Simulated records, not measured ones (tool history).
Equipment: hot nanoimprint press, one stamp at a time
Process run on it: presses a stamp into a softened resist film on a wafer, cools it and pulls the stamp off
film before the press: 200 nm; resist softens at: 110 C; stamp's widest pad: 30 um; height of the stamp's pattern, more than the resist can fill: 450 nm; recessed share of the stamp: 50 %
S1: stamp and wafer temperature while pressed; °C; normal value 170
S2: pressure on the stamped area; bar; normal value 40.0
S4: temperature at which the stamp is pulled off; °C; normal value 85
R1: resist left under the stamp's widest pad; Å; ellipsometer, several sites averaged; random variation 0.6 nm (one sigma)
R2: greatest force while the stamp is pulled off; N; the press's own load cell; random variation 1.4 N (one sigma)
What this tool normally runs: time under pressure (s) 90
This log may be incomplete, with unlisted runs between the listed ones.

{"run": 1, "hour": 0.0, "S1": 170, "S2": 40.0, "time under pressure (s)": 90, "S4": 85, "R1": 966, "R2": 108}
{"run": 2, "hour": 5.0, "S1": 170, "S2": 51.3, "time under pressure (s)": 90, "S4": 85, "R1": 878, "R2": 107}
{"run": 3, "hour": 11.9, "S1": 170, "S2": 51.3, "time under pressure (s)": 90, "S4": 85, "R1": 866, "R2": 106}
{"run": 4, "hour": 16.1, "S1": 170, "S2": 51.3, "time under pressure (s)": 90, "S4": 85, "R1": 876, "R2": 104}
{"run": 5, "hour": 24.6, "S1": 170, "S2": 51.3, "time under pressure (s)": 90, "S4": 85, "R1": 871, "R2": 108}
{"run": 6, "hour": 30.0, "S1": 160, "S2": 51.3, "time under pressure (s)": 90, "S4": 85, "R1": 1225, "R2": 105}
{"run": 7, "hour": 36.8, "S1": 170, "S2": 51.3, "time under pressure (s)": 90, "S4": 85, "R1": 865, "R2": 110}
{"run": 8, "hour": 42.5, "S1": 170, "S2": 51.3, "time under pressure (s)": 90, "S4": 85, "R1": 892, "R2": 109}
{"run": 9, "hour": 50.1, "S1": 170, "S2": 46.4, "time under pressure (s)": 90, "S4": 85, "R1": 916, "R2": 110}
{"run": 10, "hour": 54.9, "S1": 170, "S2": 46.4, "time under pressure (s)": 90, "S4": 85, "R1": 908, "R2": 109}
{"run": 11, "hour": 59.1, "S1": 170, "S2": 46.4, "time under pressure (s)": 90, "S4": 85, "R1": 910, "R2": 107}
{"run": 12, "hour": 69.2, "S1": 170, "S2": 46.4, "time under pressure (s)": 90, "S4": 85, "R1": 915, "R2": 110}
{"run": 13, "hour": 76.2, "S1": 182, "S2": 40.0, "time under pressure (s)": 153, "S4": 90, "R1": 530, "R2": 103}
{"run": 14, "hour": 82.8, "S1": 169, "S2": 24.9, "time under pressure (s)": 51, "S4": 91, "R1": 1405, "R2": 104}
{"run": 15, "hour": 90.8, "S1": 169, "S2": 24.9, "time under pressure (s)": 51, "S4": 91, "R1": 1395, "R2": 106}
{"run": 16, "hour": 100.3, "S1": 169, "S2": 24.9, "time under pressure (s)": 51, "S4": 91, "R1": 1425, "R2": 106}
{"run": 17, "hour": 108.5, "S1": 182, "S2": 24.9, "time under pressure (s)": 51, "S4": 91, "R1": 1032, "R2": 104}

Below, each run's measurement less what the same run would have read without the hidden state. Both values contain the same run-to-run variation, but the gauge's scatter may not be the same in both:
Hidden state present: true temperature over the reading, C; pressure that arrives at the usual setting, %; grip of the stamp's worn release coat, % over a new coat's; drift of the gauge itself on residual_nm, %; drift of the gauge itself on pull_off_n, %.
run=1 R1=+1 R2=+7
run=2 R1=+1 R2=+7
run=3 R1=+0 R2=+8
run=4 R1=+0 R2=+7
run=5 R1=+0 R2=+8
run=6 R1=-1 R2=+8
run=7 R1=-2 R2=+9
run=8 R1=-2 R2=+9
run=9 R1=-3 R2=+10
run=10 R1=-3 R2=+10
run=11 R1=-3 R2=+9
run=12 R1=-3 R2=+10
run=13 R1=-2 R2=+10
run=14 R1=-5 R2=+10
run=15 R1=-6 R2=+11
run=16 R1=-7 R2=+11
run=17 R1=-6 R2=+11
